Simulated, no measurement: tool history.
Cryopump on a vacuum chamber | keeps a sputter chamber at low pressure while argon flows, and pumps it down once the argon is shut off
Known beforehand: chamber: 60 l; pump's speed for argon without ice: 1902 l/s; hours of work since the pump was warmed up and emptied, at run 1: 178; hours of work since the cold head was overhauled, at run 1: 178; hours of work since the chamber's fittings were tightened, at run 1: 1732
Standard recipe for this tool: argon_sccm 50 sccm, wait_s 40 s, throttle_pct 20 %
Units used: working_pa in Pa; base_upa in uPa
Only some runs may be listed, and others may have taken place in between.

run	hour	argon_sccm	wait_s	throttle_pct	hours of work since the pump was warmed up and emptied	hours of work since the cold head was overhauled	hours of work since the chamber's fittings were tightened	working_pa	base_upa
1	0.0	50	40	20	178	178	1732	0.2313	2.37
2	8.6	50	40	20	184	184	1738	0.2272	2.30
3	18.8	50	40	20	191	191	1745	0.2297	2.34
4	33.7	50	40	20	201	201	1755	0.2318	2.45
5	45.5	50	40	20	209	209	1764	0.2308	2.43
6	62.5	50	40	36	221	221	1775	0.1329	2.44
7	78.9	50	40	36	232	232	1787	0.1325	2.39
8	89.8	50	40	20	240	240	1794	0.2331	2.37
9	106.8	50	40	20	252	252	1806	0.2322	2.49
10	118.1	50	40	20	260	260	1814	0.2324	2.55
11	131.4	50	40	20	269	269	1823	0.2333	2.50
12	146.8	50	29	20	280	280	1834	0.2342	2.92
13	162.1	50	29	20	290	290	1844	0.2344	2.88
14	170.0	50	40	20	296	296	1850	0.2343	2.56
15	180.4	50	40	20	303	303	1857	0.2364	2.63
16	189.2	50	40	20	309	309	1863	0.2374	2.75
17	198.4	50	40	20	315	315	1869	0.2359	2.63
18	212.6	50	40	23	325	325	1879	0.2071	2.66
19	222.5	50	40	23	332	332	1886	0.2075	2.67
20	230.1	23	40	20	337	337	1891	0.1101	2.67
21	239.4	23	40	20	344	344	1898	0.1097	2.74
22	253.9	23	101	45	354	354	1908	0.0540	2.28
23	265.6	28	63	43	362	362	1916	0.0674	2.44
24	275.9	28	63	43	369	369	1923	0.0674	2.50
25	286.8	28	63	43	376	376	1931	0.0682	2.41
# hour 302.8: pump warmed up, emptied and cooled again
26	307.6	28	63	43	3	387	1942	0.0590	1.96
27	321.8	28	63	43	13	397	1951	0.0589	2.01
28	332.4	28	63	43	21	405	1959	0.0585	2.05
29	345.7	28	63	43	30	414	1968	0.0577	2.03
30	360.3	50	40	25	40	424	1978	0.1784	2.37
31	370.6	25	29	25	47	431	1985	0.0893	2.69
32	383.4	99	30	31	56	440	1994	0.2898	2.68
33	395.3	36	25	21	64	448	2002	0.1555	2.91
34	404.0	36	25	21	70	454	2008	0.1545	2.93

Measured result minus the same run's result without the hidden state. Both carry the same run-to-run variation, though not necessarily the same gauge scatter:
The tool's hidden condition here consists of: pump's speed, % of a pump's without ice; cold plate's temperature, K; leak into the chamber, uPa l/s; drift of the gauge itself on working_pa, %; drift of the gauge itself on base_upa, %.
run	working_pa	base_upa
1	+0.0073	+1.32
2	+0.0074	+1.29
3	+0.0078	+1.31
4	+0.0083	+1.38
5	+0.0086	+1.38
6	+0.0092	+1.41
7	+0.0097	+1.37
8	+0.0102	+1.38
9	+0.0107	+1.45
10	+0.0111	+1.48
11	+0.0116	+1.48
12	+0.0122	+1.52
13	+0.0127	+1.53
14	+0.0131	+1.53
15	+0.0135	+1.60
16	+0.0138	+1.64
17	+0.0142	+1.56
18	+0.0147	+1.62
19	+0.0151	+1.61
20	+0.0072	+1.65
21	+0.0073	+1.69
22	+0.0075	+1.73
23	+0.0095	+1.73
24	+0.0098	+1.78
25	+0.0100	+1.71
26	+0.0002	+1.24
27	+0.0005	+1.30
28	+0.0006	+1.28
29	+0.0009	+1.30
30	+0.0018	+1.32
31	+0.0011	+1.32
32	+0.0048	+1.35
33	+0.0019	+1.35
34	+0.0021	+1.36
